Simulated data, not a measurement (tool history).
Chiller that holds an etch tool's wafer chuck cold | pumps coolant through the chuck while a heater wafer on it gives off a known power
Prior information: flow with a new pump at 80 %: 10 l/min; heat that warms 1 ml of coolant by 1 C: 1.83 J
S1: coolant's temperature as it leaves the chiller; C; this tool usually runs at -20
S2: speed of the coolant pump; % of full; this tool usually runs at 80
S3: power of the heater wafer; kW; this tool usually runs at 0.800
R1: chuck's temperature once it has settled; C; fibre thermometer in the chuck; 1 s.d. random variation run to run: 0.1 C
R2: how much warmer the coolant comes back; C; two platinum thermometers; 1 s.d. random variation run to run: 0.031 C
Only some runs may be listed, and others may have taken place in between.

| run | day | S1 | S2 | S3 | R1 | R2 |
|---|---|---|---|---|---|---|
| 1 | 0.000 | -20 | 80 | 0.800 | -13.1 | 2.82 |
| 2 | 3.042 | -20 | 80 | 0.800 | -12.9 | 2.82 |
| 3 | 5.492 | -20 | 80 | 0.800 | -13.0 | 2.90 |
| 4 | 7.162 | -20 | 80 | 0.800 | -12.9 | 2.80 |
| 5 | 10.717 | -20 | 80 | 0.800 | -13.0 | 2.84 |
| 6 | 12.571 | -20 | 80 | 0.800 | -12.9 | 2.86 |
| 7 | 16.329 | -20 | 80 | 0.800 | -13.0 | 2.86 |
| 8 | 20.179 | -20 | 80 | 0.800 | -13.1 | 2.84 |
| 9 | 23.717 | -20 | 80 | 0.800 | -13.0 | 2.84 |
| 10 | 25.404 | -20 | 63 | 0.800 | -11.7 | 3.67 |
| 11 | 29.262 | -20 | 63 | 0.800 | -11.6 | 3.73 |
| 12 | 32.583 | -20 | 63 | 0.615 | -13.5 | 2.82 |
| 13 | 36.162 | -20 | 63 | 0.800 | -11.6 | 3.76 |
| 14 | 38.262 | -20 | 63 | 0.800 | -11.5 | 3.69 |
| 15 | 40.346 | -20 | 89 | 0.800 | -13.2 | 2.62 |
| 16 | 43.342 | -20 | 89 | 0.800 | -13.1 | 2.69 |
| 17 | 47.212 | -20 | 94 | 1.160 | -10.7 | 3.56 |
| 18 | 49.483 | -20 | 80 | 1.155 | -9.7 | 4.26 |
| 19 | 53.171 | -17 | 98 | 0.800 | -10.6 | 2.35 |
| 20 | 54.908 | -27 | 80 | 0.403 | -23.2 | 1.48 |
| 21 | 57.800 | -27 | 80 | 0.403 | -23.1 | 1.45 |
| 22 | 60.762 | -24 | 69 | 1.053 | -13.7 | 4.49 |
|  | 62.838 | coolant changed, channels flushed |
|  | 64.058 | chiller's thermometer calibrated |
| 23 | 64.058 | -24 | 88 | 1.063 | -15.9 | 3.57 |
| 24 | 67.242 | -24 | 88 | 1.063 | -16.0 | 3.60 |
| 25 | 71.058 | -25 | 62 | 0.538 | -19.9 | 2.60 |
| 26 | 73.042 | -23 | 69 | 0.538 | -18.2 | 2.34 |
| 27 | 76.079 | -23 | 69 | 0.538 | -18.3 | 2.35 |
| 28 | 79.571 | -23 | 69 | 0.538 | -18.1 | 2.29 |
| 29 | 82.375 | -23 | 71 | 0.609 | -17.4 | 2.56 |
| 30 | 86.029 | -20 | 77 | 0.800 | -13.3 | 3.11 |
| 31 | 88.404 | -20 | 77 | 0.800 | -13.2 | 3.17 |

What if the next run were any one of these 4? Each begins from the tool's condition after run 31:
| A | 91.771 | -30 | 61 | 0.799 | ? | ? |
| B | 91.771 | -15 | 74 | 1.062 | ? | ? |
| C | 91.771 | -21 | 80 | 0.438 | ? | ? |
| D | 91.771 | -24 | 75 | 0.602 | ? | ? |

| run | R1 | R2 |
|---|---|---|
| A | -22.0 | 3.90 |
| B | -5.8 | 4.30 |
| C | -17.6 | 1.69 |
| D | -18.7 | 2.46 |
What these runs would have given with no unlogged condition in the tool:
| run | R1 | R2 |
|---|---|---|
| A | -22.8 | 3.40 |
| B | -6.6 | 3.75 |
| C | -17.9 | 1.48 |
| D | -19.2 | 2.15 |
